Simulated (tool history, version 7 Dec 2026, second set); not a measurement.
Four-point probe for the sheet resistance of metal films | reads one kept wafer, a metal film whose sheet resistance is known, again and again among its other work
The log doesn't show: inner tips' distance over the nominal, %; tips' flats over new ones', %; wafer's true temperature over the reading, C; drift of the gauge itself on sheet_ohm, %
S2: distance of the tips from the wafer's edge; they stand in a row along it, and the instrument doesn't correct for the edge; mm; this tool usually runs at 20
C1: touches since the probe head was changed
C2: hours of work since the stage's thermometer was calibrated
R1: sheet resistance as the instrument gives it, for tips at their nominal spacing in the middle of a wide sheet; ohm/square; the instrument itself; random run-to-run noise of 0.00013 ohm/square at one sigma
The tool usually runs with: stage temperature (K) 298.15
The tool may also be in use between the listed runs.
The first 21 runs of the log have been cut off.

run 22 day=34.267 | stage_temperature_(K)=298.15 S2=47 | C1=81446 C2=1176 | R1=0.663326
run 23 day=36.088 | stage_temperature_(K)=298.15 S2=47 | C1=82938 C2=1194 | R1=0.663549
run 24 day=37.208 | stage_temperature_(K)=305.15 S2=11 | C1=83854 C2=1205 | R1=0.661943
run 25 day=39.5 | stage_temperature_(K)=305.15 S2=15 | C1=85728 C2=1228 | R1=0.661808
-- day=40.358 stage's thermometer calibrated
run 26 day=41.2 | stage_temperature_(K)=305.15 S2=15 | C1=87100 C2=8 | R1=0.661751
run 27 day=42.521 | stage_temperature_(K)=291.15 S2=4 | C1=88181 C2=21 | R1=0.672063
run 28 day=44.238 | stage_temperature_(K)=302.15 S2=20 | C1=89585 C2=38 | R1=0.662943
run 29 day=46.179 | stage_temperature_(K)=302.15 S2=20 | C1=91174 C2=58 | R1=0.663107
run 30 day=48.262 | stage_temperature_(K)=303.15 S2=25 | C1=92879 C2=78 | R1=0.662627
run 31 day=49.288 | stage_temperature_(K)=303.15 S2=25 | C1=93715 C2=89 | R1=0.662488
run 32 day=51.588 | stage_temperature_(K)=303.15 S2=25 | C1=95596 C2=111 | R1=0.662894
-- day=53.042 stage's thermometer calibrated, once more
run 33 day=53.042 | stage_temperature_(K)=304.15 S2=13 | C1=96768 C2=0 | R1=0.661746
run 34 day=54.15 | stage_temperature_(K)=301.15 S2=4 | C1=97677 C2=11 | R1=0.66785
run 35 day=55.392 | stage_temperature_(K)=301.15 S2=32 | C1=98693 C2=23 | R1=0.662228
run 36 day=57.117 | stage_temperature_(K)=301.15 S2=32 | C1=100103 C2=40 | R1=0.66204
run 37 day=58.608 | stage_temperature_(K)=293.15 S2=20 | C1=101322 C2=55 | R1=0.66548
run 38 day=59.875 | stage_temperature_(K)=298.15 S2=4 | C1=102357 C2=68 | R1=0.669214
run 39 day=61.142 | stage_temperature_(K)=296.15 S2=25 | C1=103393 C2=80 | R1=0.66447
run 40 day=62.079 | stage_temperature_(K)=293.15 S2=3 | C1=104161 C2=90 | R1=0.675196
run 41 day=64.204 | stage_temperature_(K)=296.15 S2=27 | C1=105900 C2=111 | R1=0.66439

What will run 42 give?
run 42 day=66.212 | stage_temperature_(K)=304.15 S2=5 | C1=107543 C2=131 | R1=?

Run 42 yielded R1 0.665126 ohm/square.
With the hidden condition absent and the run-to-run variation left alone, this run would have shown R1 0.661164 ohm/square.
